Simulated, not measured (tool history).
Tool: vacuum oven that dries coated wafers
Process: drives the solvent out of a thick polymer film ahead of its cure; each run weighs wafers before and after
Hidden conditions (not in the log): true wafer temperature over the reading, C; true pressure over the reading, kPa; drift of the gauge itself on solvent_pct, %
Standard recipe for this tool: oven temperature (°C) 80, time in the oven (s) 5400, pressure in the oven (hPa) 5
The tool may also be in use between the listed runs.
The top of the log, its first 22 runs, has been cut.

| run | day | oven temperature (°C) | time in the oven (s) | pressure in the oven (hPa) | hours of work since the thermocouples were calibrated | hours of work since the vacuum gauge was cleaned of residue | solvent left in the film (%) |
|---|---|---|---|---|---|---|---|
| 23 | 28.154 | 78 | 5940 | 5 | 289 | 325 | 1.75 |
| 24 | 29.504 | 80 | 5400 | 5 | 304 | 339 | 1.55 |
| 25 | 31.092 | 82 | 9600 | 5 | 321 | 357 | 0.52 |
| 26 | 32.4 | 83 | 5400 | 11.75 | 336 | 371 | 1.4 |
| 27 | 33.733 | 83 | 5400 | 11.75 | 350 | 386 | 1.32 |
| 28 | 34.629 | 67 | 5280 | 19.38 | 360 | 396 | 9.07 |
| 29 | 35.746 | 67 | 5280 | 19.38 | 373 | 408 | 9.05 |
| 30 | 36.817 | 67 | 3720 | 9.28 | 384 | 420 | 10.05 |
| 31 | 38.346 | 80 | 7680 | 5.18 | 401 | 437 | 0.79 |
| 32 | 39.279 | 91 | 7320 | 17.9 | 412 | 447 | 1.12 |
| 33 | 40.588 | 90 | 8520 | 6.87 | 426 | 461 | 0.39 |
| 34 | 41.862 | 90 | 8520 | 6.87 | 440 | 475 | 0.49 |
| 35 | 43.021 | 74 | 4320 | 6.87 | 453 | 488 | 5.04 |
| 36 | 44.208 | 69 | 3600 | 10.58 | 466 | 501 | 9.27 |
| 37 | 45.6 | 86 | 3720 | 9.68 | 481 | 517 | 1.44 |
| 38 | 46.383 | 73 | 3720 | 6.96 | 490 | 525 | 6.36 |
| 39 | 47.646 | 73 | 3720 | 6.96 | 504 | 539 | 6.45 |
| 40 | 48.567 | 93 | 5400 | 11.44 | 514 | 549 | 0.64 |
| 41 | 50.158 | 84 | 4800 | 5 | 531 | 567 | 0.89 |
| 42 | 51.792 | 76 | 8700 | 8.35 | 549 | 585 | 1.5 |
| 43 | 53.154 | 76 | 8700 | 8.35 | 564 | 600 | 1.4 |
| 44 | 54.225 | 81 | 7620 | 15.46 | 576 | 612 | 1.52 |
| 45 | 55.083 | 88 | 3900 | 5 | 586 | 621 | 0.73 |
| 46 | 55.975 | 88 | 3900 | 5 | 595 | 631 | 0.77 |
| 47 | 56.838 | 80 | 5940 | 5 | 605 | 640 | 1.03 |

Branching from run 47: 3 alternative next runs. What would each branch give?
| A | 58.475 | 80 | 5940 | 16.03 | 623 | 658 | ? |
| B | 58.475 | 80 | 3240 | 8.04 | 623 | 658 | ? |
| C | 58.475 | 80 | 4500 | 5 | 623 | 658 | ? |

| run | solvent left in the film (%) |
|---|---|
| A | 2 |
| B | 3.64 |
| C | 2.05 |
Without the tool's unlogged condition, the same runs would have read:
| run | solvent left in the film (%) |
|---|---|
| A | 2.39 |
| B | 4.48 |
| C | 2.63 |

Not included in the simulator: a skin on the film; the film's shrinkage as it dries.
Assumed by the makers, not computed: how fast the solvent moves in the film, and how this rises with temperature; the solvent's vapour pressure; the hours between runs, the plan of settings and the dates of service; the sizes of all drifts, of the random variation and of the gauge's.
